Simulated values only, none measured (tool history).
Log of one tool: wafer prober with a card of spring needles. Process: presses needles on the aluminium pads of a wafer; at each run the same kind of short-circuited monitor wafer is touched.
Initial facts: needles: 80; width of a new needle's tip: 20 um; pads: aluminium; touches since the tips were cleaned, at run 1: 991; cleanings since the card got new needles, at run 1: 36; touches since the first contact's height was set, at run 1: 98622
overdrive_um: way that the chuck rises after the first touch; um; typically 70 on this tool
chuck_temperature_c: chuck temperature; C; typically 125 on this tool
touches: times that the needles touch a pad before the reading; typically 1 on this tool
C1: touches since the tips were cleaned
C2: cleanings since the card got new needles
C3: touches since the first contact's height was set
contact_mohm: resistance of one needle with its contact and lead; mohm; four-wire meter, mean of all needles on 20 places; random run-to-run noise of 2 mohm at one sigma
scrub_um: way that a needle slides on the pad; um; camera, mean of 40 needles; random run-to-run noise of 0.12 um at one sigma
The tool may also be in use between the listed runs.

{"run": 1, "hour": 0.0, "overdrive_um": 70, "chuck_temperature_c": 125, "touches": 1, "C1": 991, "C2": 36, "C3": 98622, "contact_mohm": 262, "scrub_um": 10.19}
{"hour": 3.0, "done": "tips cleaned on abrasive film"}
{"hour": 7.9, "done": "tips cleaned on abrasive film"}
{"hour": 12.8, "done": "tips cleaned on abrasive film"}
{"hour": 17.6, "done": "tips cleaned on abrasive film"}
{"run": 2, "hour": 20.0, "overdrive_um": 74, "chuck_temperature_c": 125, "touches": 1, "C1": 1360, "C2": 40, "C3": 110149, "contact_mohm": 271, "scrub_um": 10.59}
{"hour": 22.0, "done": "tips cleaned on abrasive film"}
{"hour": 26.9, "done": "tips cleaned on abrasive film"}
{"hour": 31.7, "done": "tips cleaned on abrasive film"}
{"hour": 36.6, "done": "tips cleaned on abrasive film"}
{"hour": 41.5, "done": "tips cleaned on abrasive film"}
{"hour": 46.4, "done": "tips cleaned on abrasive film"}
{"hour": 51.3, "done": "tips cleaned on abrasive film"}
{"hour": 55.2, "done": "tips cleaned on abrasive film"}
{"run": 3, "hour": 58.7, "overdrive_um": 74, "chuck_temperature_c": 125, "touches": 2, "C1": 2064, "C2": 48, "C3": 132546, "contact_mohm": 259, "scrub_um": 10.31}
{"hour": 59.8, "done": "tips cleaned on abrasive film"}
{"hour": 64.7, "done": "tips cleaned on abrasive film"}
{"hour": 69.6, "done": "tips cleaned on abrasive film"}
{"hour": 74.5, "done": "tips cleaned on abrasive film"}
{"hour": 79.3, "done": "tips cleaned on abrasive film"}
{"hour": 83.3, "done": "tips cleaned on abrasive film"}
{"run": 4, "hour": 84.1, "overdrive_um": 74, "chuck_temperature_c": 125, "touches": 2, "C1": 475, "C2": 54, "C3": 147140, "contact_mohm": 230, "scrub_um": 10.36}
{"hour": 88.0, "done": "tips cleaned on abrasive film"}
{"hour": 92.9, "done": "tips cleaned on abrasive film"}
{"hour": 97.8, "done": "tips cleaned on abrasive film"}
{"hour": 102.7, "done": "tips cleaned on abrasive film"}
{"hour": 107.6, "done": "tips cleaned on abrasive film"}
{"hour": 112.5, "done": "tips cleaned on abrasive film"}
{"hour": 117.4, "done": "tips cleaned on abrasive film"}
{"hour": 122.2, "done": "tips cleaned on abrasive film"}
{"hour": 126.2, "done": "tips cleaned on abrasive film"}
{"run": 5, "hour": 127.0, "overdrive_um": 74, "chuck_temperature_c": 125, "touches": 2, "C1": 483, "C2": 63, "C3": 171909, "contact_mohm": 232, "scrub_um": 9.81}
{"hour": 130.9, "done": "tips cleaned on abrasive film"}
{"hour": 135.8, "done": "tips cleaned on abrasive film"}
{"hour": 140.7, "done": "tips cleaned on abrasive film"}
{"hour": 145.6, "done": "tips cleaned on abrasive film"}
{"hour": 150.5, "done": "tips cleaned on abrasive film"}
{"hour": 154.7, "done": "tips cleaned on abrasive film"}
{"run": 6, "hour": 154.7, "overdrive_um": 74, "chuck_temperature_c": 125, "touches": 2, "C1": 0, "C2": 69, "C3": 187882, "contact_mohm": 218, "scrub_um": 9.91}
{"hour": 159.6, "done": "tips cleaned on abrasive film"}
{"hour": 164.5, "done": "tips cleaned on abrasive film"}
{"hour": 168.4, "done": "tips cleaned on abrasive film"}
{"hour": 173.3, "done": "tips cleaned on abrasive film"}
{"hour": 178.2, "done": "tips cleaned on abrasive film"}
{"hour": 179.2, "done": "tips cleaned on abrasive film, once more"}
{"hour": 184.1, "done": "tips cleaned on abrasive film"}
{"hour": 188.1, "done": "tips cleaned on abrasive film"}
{"run": 7, "hour": 188.7, "overdrive_um": 74, "chuck_temperature_c": 125, "touches": 2, "C1": 369, "C2": 77, "C3": 207454, "contact_mohm": 229, "scrub_um": 9.75}
{"hour": 192.6, "done": "tips cleaned on abrasive film"}
{"hour": 197.5, "done": "tips cleaned on abrasive film"}
{"hour": 202.4, "done": "tips cleaned on abrasive film"}
{"hour": 207.3, "done": "tips cleaned on abrasive film"}
{"hour": 212.2, "done": "tips cleaned on abrasive film"}
{"hour": 217.1, "done": "tips cleaned on abrasive film"}
{"hour": 221.0, "done": "tips cleaned on abrasive film"}
{"hour": 225.9, "done": "tips cleaned on abrasive film"}
{"run": 8, "hour": 229.6, "overdrive_um": 74, "chuck_temperature_c": 125, "touches": 2, "C1": 2191, "C2": 85, "C3": 231107, "contact_mohm": 276, "scrub_um": 9.62}
{"hour": 230.7, "done": "tips cleaned on abrasive film"}
{"hour": 234.6, "done": "tips cleaned on abrasive film"}
{"hour": 239.5, "done": "tips cleaned on abrasive film"}
{"hour": 240.7, "done": "height of the first contact set anew"}
{"hour": 244.7, "done": "tips cleaned on abrasive film"}
{"hour": 249.6, "done": "tips cleaned on abrasive film"}
{"hour": 254.4, "done": "tips cleaned on abrasive film"}
{"hour": 259.3, "done": "tips cleaned on abrasive film"}
{"run": 9, "hour": 262.9, "overdrive_um": 74, "chuck_temperature_c": 125, "touches": 2, "C1": 2103, "C2": 92, "C3": 12833, "contact_mohm": 260, "scrub_um": 11.15}
{"hour": 264.0, "done": "tips cleaned on abrasive film"}
{"hour": 268.9, "done": "tips cleaned on abrasive film"}
{"hour": 272.8, "done": "tips cleaned on abrasive film"}
{"hour": 277.7, "done": "tips cleaned on abrasive film"}
{"hour": 282.6, "done": "tips cleaned on abrasive film"}
{"hour": 287.5, "done": "tips cleaned on abrasive film"}
{"hour": 291.4, "done": "tips cleaned on abrasive film"}
{"hour": 296.3, "done": "tips cleaned on abrasive film"}
{"hour": 301.1, "done": "tips cleaned on abrasive film"}
{"run": 10, "hour": 301.1, "overdrive_um": 70, "chuck_temperature_c": 125, "touches": 1, "C1": 0, "C2": 101, "C3": 34807, "contact_mohm": 232, "scrub_um": 10.6}
{"hour": 306.0, "done": "tips cleaned on abrasive film"}
{"hour": 310.9, "done": "tips cleaned on abrasive film"}
{"hour": 314.8, "done": "tips cleaned on abrasive film"}
{"hour": 319.7, "done": "tips cleaned on abrasive film"}
{"hour": 324.6, "done": "tips cleaned on abrasive film"}
{"hour": 328.5, "done": "tips cleaned on abrasive film"}
{"hour": 333.4, "done": "tips cleaned on abrasive film"}
{"run": 11, "hour": 335.1, "overdrive_um": 70, "chuck_temperature_c": 125, "touches": 1, "C1": 1041, "C2": 108, "C3": 54486, "contact_mohm": 280, "scrub_um": 10.49}
{"hour": 338.1, "done": "tips cleaned on abrasive film"}
{"hour": 343.0, "done": "tips cleaned on abrasive film"}
{"hour": 347.9, "done": "tips cleaned on abrasive film"}
{"hour": 351.8, "done": "tips cleaned on abrasive film"}
{"hour": 356.7, "done": "tips cleaned on abrasive film"}
{"hour": 361.6, "done": "tips cleaned on abrasive film"}
{"hour": 365.5, "done": "tips cleaned on abrasive film"}
{"hour": 370.4, "done": "tips cleaned on abrasive film"}
{"hour": 374.4, "done": "tips cleaned on abrasive film"}
{"run": 12, "hour": 377.3, "overdrive_um": 70, "chuck_temperature_c": 33, "touches": 1, "C1": 1734, "C2": 117, "C3": 78812, "contact_mohm": 293, "scrub_um": 10.32}
{"hour": 378.4, "done": "tips cleaned on abrasive film"}
{"hour": 383.3, "done": "tips cleaned on abrasive film"}
{"hour": 388.2, "done": "tips cleaned on abrasive film"}
{"hour": 393.0, "done": "tips cleaned on abrasive film"}
{"hour": 397.9, "done": "tips cleaned on abrasive film"}
{"hour": 402.8, "done": "tips cleaned on abrasive film"}
{"hour": 407.7, "done": "tips cleaned on abrasive film"}
{"hour": 412.6, "done": "tips cleaned on abrasive film"}
{"run": 13, "hour": 412.7, "overdrive_um": 70, "chuck_temperature_c": 33, "touches": 1, "C1": 27, "C2": 125, "C3": 99181, "contact_mohm": 211, "scrub_um": 10.15}
{"hour": 416.6, "done": "tips cleaned on abrasive film"}
{"hour": 421.5, "done": "tips cleaned on abrasive film"}
{"hour": 426.4, "done": "tips cleaned on abrasive film"}
{"hour": 431.2, "done": "tips cleaned on abrasive film"}
{"hour": 436.1, "done": "tips cleaned on abrasive film"}
{"run": 14, "hour": 439.6, "overdrive_um": 74, "chuck_temperature_c": 77, "touches": 1, "C1": 2068, "C2": 130, "C3": 114800, "contact_mohm": 301, "scrub_um": 10.52}
{"hour": 440.7, "done": "tips cleaned on abrasive film"}
{"hour": 445.6, "done": "tips cleaned on abrasive film"}
{"hour": 449.5, "done": "tips cleaned on abrasive film"}
{"hour": 454.4, "done": "tips cleaned on abrasive film"}
{"hour": 458.5, "done": "tips cleaned on abrasive film"}
{"run": 15, "hour": 458.5, "overdrive_um": 70, "chuck_temperature_c": 125, "touches": 2, "C1": 0, "C2": 135, "C3": 125642, "contact_mohm": 224, "scrub_um": 10.05}
{"hour": 462.5, "done": "tips cleaned on abrasive film"}
{"hour": 467.4, "done": "tips cleaned on abrasive film"}
{"hour": 472.2, "done": "tips cleaned on abrasive film"}
{"hour": 477.1, "done": "tips cleaned on abrasive film"}
{"hour": 481.1, "done": "tips cleaned on abrasive film"}
{"hour": 485.7, "done": "tips cleaned on abrasive film"}
{"run": 16, "hour": 485.7, "overdrive_um": 55, "chuck_temperature_c": 125, "touches": 2, "C1": 0, "C2": 141, "C3": 141322, "contact_mohm": 238, "scrub_um": 7.48}
{"hour": 490.6, "done": "tips cleaned on abrasive film"}
{"hour": 495.5, "done": "tips cleaned on abrasive film"}
{"hour": 500.4, "done": "tips cleaned on abrasive film"}
{"hour": 505.3, "done": "tips cleaned on abrasive film"}
{"hour": 509.2, "done": "tips cleaned on abrasive film"}
{"hour": 514.1, "done": "tips cleaned on abrasive film"}
{"hour": 519.0, "done": "tips cleaned on abrasive film"}
{"run": 17, "hour": 519.8, "overdrive_um": 55, "chuck_temperature_c": 125, "touches": 2, "C1": 469, "C2": 148, "C3": 160993, "contact_mohm": 259, "scrub_um": 7.58}
{"hour": 523.7, "done": "tips cleaned on abrasive film"}
{"hour": 528.6, "done": "tips cleaned on abrasive film"}
{"hour": 532.5, "done": "tips cleaned on abrasive film"}
{"hour": 537.4, "done": "tips cleaned on abrasive film"}
{"hour": 542.3, "done": "tips cleaned on abrasive film"}
{"hour": 547.2, "done": "tips cleaned on abrasive film"}
{"hour": 552.1, "done": "tips cleaned on abrasive film"}
{"run": 18, "hour": 555.1, "overdrive_um": 56, "chuck_temperature_c": 78, "touches": 1, "C1": 1788, "C2": 155, "C3": 181419, "contact_mohm": 382, "scrub_um": 7.47}
{"hour": 556.2, "done": "tips cleaned on abrasive film"}
{"hour": 561.1, "done": "tips cleaned on abrasive film"}
{"hour": 566.0, "done": "tips cleaned on abrasive film"}
{"hour": 570.9, "done": "tips cleaned on abrasive film"}
{"hour": 575.7, "done": "tips cleaned on abrasive film"}
{"run": 19, "hour": 577.9, "overdrive_um": 66, "chuck_temperature_c": 32, "touches": 1, "C1": 1260, "C2": 160, "C3": 194539, "contact_mohm": 308, "scrub_um": 8.94}
{"hour": 579.9, "done": "tips cleaned on abrasive film"}
{"hour": 584.8, "done": "tips cleaned on abrasive film"}
{"hour": 588.7, "done": "tips cleaned on abrasive film"}
{"hour": 593.6, "done": "tips cleaned on abrasive film"}
{"hour": 598.5, "done": "tips cleaned on abrasive film"}
{"hour": 603.4, "done": "tips cleaned on abrasive film"}
{"run": 20, "hour": 605.7, "overdrive_um": 60, "chuck_temperature_c": 46, "touches": 1, "C1": 1356, "C2": 166, "C3": 210584, "contact_mohm": 349, "scrub_um": 8.19}
{"hour": 607.7, "done": "tips cleaned on abrasive film"}
{"hour": 611.6, "done": "tips cleaned on abrasive film"}
{"hour": 616.5, "done": "tips cleaned on abrasive film"}
{"hour": 621.4, "done": "tips cleaned on abrasive film"}
{"run": 21, "hour": 624.6, "overdrive_um": 89, "chuck_temperature_c": 33, "touches": 3, "C1": 1894, "C2": 170, "C3": 221515, "contact_mohm": 227, "scrub_um": 12.12}

Each run again, without the hidden state but with its own random variation kept:
Hidden conditions of the tool in this case: debris on the tips, nm; way that the needles fall short of the set height, um; tips' diameter, um; drift of the gauge itself on contact_mohm, %; drift of the gauge itself on scrub_um, %.
run=1 contact_mohm=215 scrub_um=10.72
run=2 contact_mohm=213 scrub_um=11.52
run=3 contact_mohm=213 scrub_um=11.38
run=4 contact_mohm=212 scrub_um=11.52
run=5 contact_mohm=211 scrub_um=11.1
run=6 contact_mohm=212 scrub_um=11.31
run=7 contact_mohm=210 scrub_um=11.29
run=8 contact_mohm=215 scrub_um=11.28
run=9 contact_mohm=215 scrub_um=11.21
run=10 contact_mohm=218 scrub_um=10.81
run=11 contact_mohm=218 scrub_um=10.8
run=12 contact_mohm=196 scrub_um=10.75
run=13 contact_mohm=194 scrub_um=10.71
run=14 contact_mohm=205 scrub_um=11.15
run=15 contact_mohm=213 scrub_um=10.76
run=16 contact_mohm=220 scrub_um=8.28
run=17 contact_mohm=218 scrub_um=8.48
run=18 contact_mohm=207 scrub_um=8.47
run=19 contact_mohm=197 scrub_um=10.04
run=20 contact_mohm=203 scrub_um=9.37
run=21 contact_mohm=193 scrub_um=13.35

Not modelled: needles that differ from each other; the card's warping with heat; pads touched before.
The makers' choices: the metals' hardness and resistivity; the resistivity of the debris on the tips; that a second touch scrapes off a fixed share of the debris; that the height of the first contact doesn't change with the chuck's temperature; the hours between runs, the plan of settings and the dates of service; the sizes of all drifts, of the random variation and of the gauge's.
